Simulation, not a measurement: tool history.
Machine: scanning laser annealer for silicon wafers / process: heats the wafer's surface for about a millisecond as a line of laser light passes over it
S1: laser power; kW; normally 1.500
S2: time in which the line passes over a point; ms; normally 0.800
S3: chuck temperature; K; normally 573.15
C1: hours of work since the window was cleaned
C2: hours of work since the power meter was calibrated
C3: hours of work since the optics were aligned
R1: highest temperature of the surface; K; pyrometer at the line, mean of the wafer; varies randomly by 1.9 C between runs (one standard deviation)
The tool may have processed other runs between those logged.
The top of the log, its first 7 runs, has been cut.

run     day     S1     S2      S3   C1   C2    C3       R1
  8   3.433  1.500  0.800  573.15  418  344  1264  1378.15
  9   4.158  1.500  0.800  573.15  426  352  1272  1379.15
 10   4.529  1.500  0.861  573.15  431  356  1277  1415.15
 11   5.096  1.500  0.800  607.15  437  363  1283  1417.15
 12   5.812  1.500  0.800  573.15  445  371  1291  1379.15
 13   6.183  1.625  0.800  573.15  449  375  1295  1445.15
 14   6.542  1.625  0.800  573.15  453  379  1299  1445.15
 15   7.025  1.625  0.800  573.15  459  384  1305  1444.15
 16   7.671  1.625  0.800  573.15  466  392  1312  1447.15
 17   8.021  1.625  0.800  573.15  470  396  1316  1445.15
 18   8.471  1.625  0.800  573.15  475  401  1321  1448.15
 19   8.904  1.625  0.744  578.15  480  406  1326  1414.15
 20   9.325  1.539  0.974  605.15  485  410  1331  1530.15
 21   9.721  1.278  0.974  599.15  489  415  1335  1368.15
 22  10.158  1.500  0.975  569.15  494  420  1340  1469.15
     10.396  -- optics aligned, line set to its width
 23  11.008  1.285  0.792  573.15  501  427     7  1266.15
 24  11.467  1.534  0.632  573.15  506  432    12  1296.15
 25  12.175  1.525  0.800  549.15  514  440    20  1377.15
 26  12.767  1.636  0.899  603.15  521  447    27  1550.15
 27  13.171  1.640  0.899  576.15  526  451    31  1525.15
 28  13.754  1.287  0.561  542.15  532  458    38  1110.15
 29  14.292  1.551  0.934  557.15  538  464    44  1475.15
 30  14.683  1.551  0.597  557.15  543  468    48  1264.15
 31  15.304  1.494  0.793  560.15  550  475    55  1362.15

Forecast each of these 5 alternatives for the next run:
  A  15.862  1.500  0.577  573.15  556  482  62   ?
  B  15.862  1.494  0.793  578.15  556  482  62   ?
  C  15.862  1.500  0.667  573.15  556  482  62   ?
  D  15.862  1.500  0.866  573.15  556  482  62   ?
  E  15.862  1.322  0.800  573.15  556  482  62   ?

run       R1
  A  1246.15
  B  1379.15
  C  1302.15
  D  1422.15
  E  1293.15
With the hidden condition removed and each run's random variation left untouched, the same runs would have given:
run       R1
  A  1275.15
  B  1413.15
  C  1333.15
  D  1458.15
  E  1323.15

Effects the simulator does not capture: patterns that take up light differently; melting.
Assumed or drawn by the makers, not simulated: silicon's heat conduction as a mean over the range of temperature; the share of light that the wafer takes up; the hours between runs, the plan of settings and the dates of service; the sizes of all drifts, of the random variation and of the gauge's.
